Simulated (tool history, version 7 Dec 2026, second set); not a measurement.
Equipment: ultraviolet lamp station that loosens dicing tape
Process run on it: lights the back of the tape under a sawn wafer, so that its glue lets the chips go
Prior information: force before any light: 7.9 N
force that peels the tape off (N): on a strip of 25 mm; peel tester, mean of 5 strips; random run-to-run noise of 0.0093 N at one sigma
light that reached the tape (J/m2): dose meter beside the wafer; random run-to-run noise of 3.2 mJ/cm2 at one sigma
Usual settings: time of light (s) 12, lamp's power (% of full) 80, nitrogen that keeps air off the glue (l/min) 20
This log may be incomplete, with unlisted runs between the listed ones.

run   hour  time of light (s)  lamp's power (% of full)  nitrogen that keeps air off the glue (l/min)  force that peels the tape off (N)  light that reached the tape (J/m2)
  1      0                 12                        80                                            20                              0.396                                4960
  2   23.1                 12                        80                                            20                              0.397                                5020
  3   38.5                 19                        80                                            20                              0.148                                7970
  4   67.8                 19                        80                                            20                              0.149                                7830
  5   81.6                 12                        80                                            20                              0.377                                5000
  6  106.4                 12                        80                                            22                              0.366                                5010
  7  123.5                 12                        80                                            22                              0.381                                4960
  8  145.9                 12                        80                                            22                              0.371                                4960

The next listed run, before its measurement:
  9  159.2                 24                        69                                             9                                  ?                                   ?

force that peels the tape off (N): 0.211
light that reached the tape (J/m2): 8640
On a tool with no hidden condition, and with the same random variation, this run would have come out at force that peels the tape off (N) 0.21, light that reached the tape (J/m2) 8650.
